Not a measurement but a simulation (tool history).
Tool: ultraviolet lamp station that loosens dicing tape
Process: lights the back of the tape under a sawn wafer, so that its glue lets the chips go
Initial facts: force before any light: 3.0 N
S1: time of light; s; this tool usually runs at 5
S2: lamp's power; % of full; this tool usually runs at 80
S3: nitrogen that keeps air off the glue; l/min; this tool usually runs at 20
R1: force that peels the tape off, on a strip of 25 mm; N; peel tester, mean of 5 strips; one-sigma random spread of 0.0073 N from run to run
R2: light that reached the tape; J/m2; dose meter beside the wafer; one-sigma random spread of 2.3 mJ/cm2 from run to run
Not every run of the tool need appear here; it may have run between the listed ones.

run	hour	S1	S2	S3	R1	R2
1	0	5	80	20	0.289	2040
2	4.6	5	80	20	0.278	2030
3	10.1	5	80	20	0.283	2040
4	14.6	5	80	20	0.279	2040
5	19.6	2	80	20	0.694	850
6	28.1	2	80	20	0.691	810
7	32.9	2	80	20	0.699	850
8	36.8	3	60	21	0.586	910
9	45.7	3	65	14	0.651	950
10	50.1	3	65	14	0.665	960
11	56.8	3	65	14	0.642	1010
12	63.1	3	65	14	0.681	970

What if the next run were any one of these 5? Each begins from the tool's condition after run 12:
A	69.7	3	65	15	?	?
B	69.7	5	80	10	?	?
C	69.7	2	76	20	?	?
D	69.7	3	80	20	?	?
E	69.7	5	80	20	?	?

run	R1	R2
A	0.62	990
B	0.344	2000
C	0.756	730
D	0.442	1210
E	0.261	2030
What these runs would have given with no unlogged condition in the tool:
run	R1	R2
A	0.554	1090
B	0.318	2200
C	0.678	800
D	0.398	1330
E	0.251	2230
